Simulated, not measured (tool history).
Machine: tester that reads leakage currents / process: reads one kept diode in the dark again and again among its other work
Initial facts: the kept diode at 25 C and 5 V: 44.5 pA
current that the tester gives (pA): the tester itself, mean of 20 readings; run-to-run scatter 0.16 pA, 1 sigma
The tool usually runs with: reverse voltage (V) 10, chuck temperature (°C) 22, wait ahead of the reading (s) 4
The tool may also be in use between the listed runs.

run    hour  reverse voltage (V)  chuck temperature (°C)  wait ahead of the reading (s)  current that the tester gives (pA)
  1       0                   10                      22                              4                               50.34
  2    68.2                   10                      22                              4                               50.56
  3   145.2                   10                      22                              4                                50.3
  4   205.5                   10                      22                              4                               50.13
  5   257.9                   10                      22                              4                               50.54
  6     308                   10                      22                              4                               49.96
  7   403.7                   10                      22                              4                               50.09
  8   486.6                   10                      22                           1.31                               52.37
  9   565.8                   10                      22                              4                                50.3
 10   668.2                   10                      22                              4                               50.51
 11   755.6                   10                      22                              4                               50.16
 12   851.9                   10                      22                              4                               50.33
 13   927.3                   10                      22                              4                               50.11
 14  1002.9                   10                      22                              4                               50.29
 15  1074.8                   10                      22                              4                               50.12
 16  1123.6                   10                      22                              4                               50.34
 17  1229.5                   10                      22                              4                               50.33
 18  1335.7                   10                      22                              4                               50.27
 19  1425.3                   10                      22                              4                               50.41
 20  1493.5                   10                      22                              4                                50.2
 21  1580.6                  3.1                      22                              4                               28.73
 22  1652.5                  3.1                      22                              4                               28.61
 23  1757.3                 12.9                      58                           0.59                              642.15
 24  1835.2                   11                      29                           1.54                               89.33
 25  1898.5                 10.3                      46                            0.4                               279.5
     1948.9  -- chuck's temperature calibrated
 26  1974.4                 19.8                      22                           6.38                               69.77
 27  2055.8                 18.4                      60                           8.55                              847.89
 28  2142.4                 18.4                      53                           8.76                              553.83
 29  2219.7                 18.4                      53                           8.76                               552.3
 30  2294.2                 18.4                      46                           8.76                              355.76
 31  2355.3                    2                      24                           0.35                               29.04
 32  2459.7                 11.2                      45                           0.35                              275.75
 33  2551.3                 11.2                      45                           0.35                              273.62
 34  2621.9                    1                      45                           0.39                               85.16
 35    2682                  1.3                      45                           1.06                               95.83
 36  2742.2                  1.3                      52                           1.06                              149.51
 37  2821.3                  1.1                      29                           0.64                               30.02
 38  2874.3                  1.1                      29                           0.64                               29.83
 39    2927                  1.7                      23                           8.66                               23.16
 40  3029.9                   10                      22                           1.37                               51.97

Forecast each of these 4 alternatives for the next run:
  A  3103.3                  3.7                      24                           0.46                                   ?
  B  3103.3                   10                      22                           0.46                                   ?
  C  3103.3                 13.3                      22                           1.01                                   ?
  D  3103.3                  1.9                      20                           1.35                                   ?

run  current that the tester gives (pA)
  A                               38.92
  B                               57.41
  C                                61.4
  D                               19.88
Stripped of hidden state, with their random variation kept, the same runs would have yielded:
run  current that the tester gives (pA)
  A                                38.9
  B                               57.37
  C                               61.35
  D                               19.86
